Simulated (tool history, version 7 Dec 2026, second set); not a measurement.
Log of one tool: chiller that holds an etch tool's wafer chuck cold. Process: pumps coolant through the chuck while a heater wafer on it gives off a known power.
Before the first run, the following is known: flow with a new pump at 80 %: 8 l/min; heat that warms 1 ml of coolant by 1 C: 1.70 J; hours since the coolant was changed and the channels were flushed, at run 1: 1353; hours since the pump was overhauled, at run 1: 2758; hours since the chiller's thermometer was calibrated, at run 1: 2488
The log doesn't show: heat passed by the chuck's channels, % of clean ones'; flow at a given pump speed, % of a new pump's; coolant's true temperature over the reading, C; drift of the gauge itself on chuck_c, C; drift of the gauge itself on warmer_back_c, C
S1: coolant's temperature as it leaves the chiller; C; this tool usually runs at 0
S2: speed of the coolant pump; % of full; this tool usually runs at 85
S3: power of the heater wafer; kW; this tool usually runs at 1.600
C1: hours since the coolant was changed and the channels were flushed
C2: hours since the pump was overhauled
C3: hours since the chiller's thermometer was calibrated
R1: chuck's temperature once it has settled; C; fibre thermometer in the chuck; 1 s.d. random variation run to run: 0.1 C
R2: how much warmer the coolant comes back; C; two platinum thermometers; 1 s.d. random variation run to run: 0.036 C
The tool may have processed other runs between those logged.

run	day	S1	S2	S3	C1	C2	C3	R1	R2
1	0.000	0	85	1.600	1353	2758	2488	12.7	7.05
2	3.321	0	85	1.509	1432	2838	2568	11.9	6.64
3	6.558	0	85	1.600	1510	2915	2646	12.4	7.02
4	8.671	0	85	1.600	1561	2966	2696	12.6	6.99
# day 10.929: chiller's thermometer calibrated
5	11.058	0	85	1.600	1617	3022	3	12.5	6.97
6	13.004	0	85	1.600	1664	3069	50	12.5	7.11
7	15.746	0	85	1.600	1729	3135	116	12.5	7.01
8	18.200	0	85	1.600	1788	3194	174	12.4	7.06
9	19.783	0	85	1.600	1826	3232	212	12.3	7.03
10	23.108	0	85	1.600	1906	3311	292	12.6	7.03
11	25.662	0	85	1.600	1967	3373	354	12.6	7.02
12	28.138	0	80	1.600	2027	3432	413	13.2	7.58
13	30.221	0	85	1.600	2077	3482	463	12.8	7.13
14	31.675	-2	95	1.265	2112	3517	498	7.1	4.93
15	34.200	-6	85	1.600	2172	3578	559	6.7	7.11
16	36.021	3	87	0.929	2216	3621	602	10.3	4.05
17	37.633	-9	78	2.006	2255	3660	641	8.2	9.81
# day 38.017: coolant pump overhauled
18	40.812	0	67	2.233	2326	67	712	22.9	13.60
19	43.862	0	71	1.222	2399	140	785	12.1	7.02
20	45.375	8	73	0.858	2436	177	822	16.5	4.78
21	47.900	0	83	1.317	2496	237	882	11.4	6.36
22	49.412	5	92	2.253	2532	274	919	22.5	9.60
# day 51.850: coolant pump overhauled, once more
23	51.850	5	92	2.253	2586	0	972	20.9	8.49
24	54.046	0	60	1.984	2639	53	1025	20.7	12.18
25	56.404	7	90	1.600	2695	109	1081	18.9	6.19

Branching from run 25: 3 alternative next runs. What would each branch give?
A	59.533	-4	93	1.600	2770	184	1156	?	?
B	59.533	10	85	1.600	2770	184	1156	?	?
C	59.533	-1	69	1.301	2770	184	1156	?	?

run	R1	R2
A	7.5	5.97
B	22.3	6.61
C	11.1	6.92
Without the tool's unlogged condition, the same runs would have read:
run	R1	R2
A	6.7	5.91
B	21.5	6.55
C	10.4	6.86

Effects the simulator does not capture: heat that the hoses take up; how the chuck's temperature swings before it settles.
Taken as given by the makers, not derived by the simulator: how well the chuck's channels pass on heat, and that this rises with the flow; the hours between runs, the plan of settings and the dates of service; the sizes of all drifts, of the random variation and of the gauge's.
